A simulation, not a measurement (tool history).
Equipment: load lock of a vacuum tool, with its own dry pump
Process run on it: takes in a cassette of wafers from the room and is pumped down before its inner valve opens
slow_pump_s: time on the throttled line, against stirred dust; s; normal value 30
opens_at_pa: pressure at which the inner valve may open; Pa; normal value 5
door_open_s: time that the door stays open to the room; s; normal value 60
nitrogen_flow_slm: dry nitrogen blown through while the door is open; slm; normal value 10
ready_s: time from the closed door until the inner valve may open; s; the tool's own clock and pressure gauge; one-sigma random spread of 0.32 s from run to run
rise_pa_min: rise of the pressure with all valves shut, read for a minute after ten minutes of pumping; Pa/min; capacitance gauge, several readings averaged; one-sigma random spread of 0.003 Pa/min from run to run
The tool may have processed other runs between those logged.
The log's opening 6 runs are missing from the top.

run,day,slow_pump_s,opens_at_pa,door_open_s,nitrogen_flow_slm,hours that the pump has run since its overhaul,times that the door has closed on its seal,"incoming humidity of the room's air, %",ready_s,rise_pa_min
7,23.908,30,5,60,24,4132,35266,49.9,74.3,0.023
8,28.529,30,8,60,24,4243,35753,47.2,70.7,0.024
9,30.758,30,8,60,24,4296,35988,46,71.4,0.029
10,35.35,30,8,60,24,4406,36472,45.4,71.4,0.026
11,39.025,30,8,60,24,4495,36859,46.6,71.6,0.026
12,43.492,30,8,60,24,4602,37330,45,71.2,0.022
13,47.917,30,8,60,24,4708,37797,42.2,71.5,0.028
14,50.879,30,5,60,10,4779,38109,43.7,74.5,0.029
15,53.279,30,5,60,10,4837,38362,41.9,74,0.03
16,57.233,30,5,60,10,4932,38779,48.7,74.3,0.037
17,62.267,30,5,60,10,5052,39310,45.4,74.1,0.034
18,66.633,30,5,134,10,5157,39770,46.7,73.9,0.055
19,70.196,30,5,134,10,5243,40145,46.3,73.9,0.059
20,73.996,30,5,134,10,5334,40546,46.6,74.7,0.052
21,77.279,30,5,134,10,5413,40892,46.8,74.5,0.049
22,81.362,58,4,196,10,5511,41323,46.9,96.6,0.079
23,84.671,58,4,196,10,5590,41671,47.1,95.5,0.073
24,88.229,50,7,144,13,5676,42046,47.2,86.5,0.053
25,90.362,50,7,144,13,5727,42271,46.3,86.4,0.056
26,93.833,50,7,144,13,5810,42637,44.5,86.3,0.054
27,96.642,30,5,59,10,5877,42933,47.1,74.2,0.033
28,100.275,24,6,68,13,5965,43316,45.6,68.5,0.034
29,103.925,24,4,143,5,6052,43701,46.1,72.1,0.066
30,106.2,30,5,131,10,6107,43941,49.3,74.1,0.056

What will run 31 give?
31,109.075,30,5,131,10,6176,44244,47.8,?,?

{"run 31": {"ready_s": 74.6, "rise_pa_min": 0.059}}
If the tool had no hidden condition, the same run with the same run-to-run variation would have returned ready_s 74.5 s, rise_pa_min 0.059 Pa/min.

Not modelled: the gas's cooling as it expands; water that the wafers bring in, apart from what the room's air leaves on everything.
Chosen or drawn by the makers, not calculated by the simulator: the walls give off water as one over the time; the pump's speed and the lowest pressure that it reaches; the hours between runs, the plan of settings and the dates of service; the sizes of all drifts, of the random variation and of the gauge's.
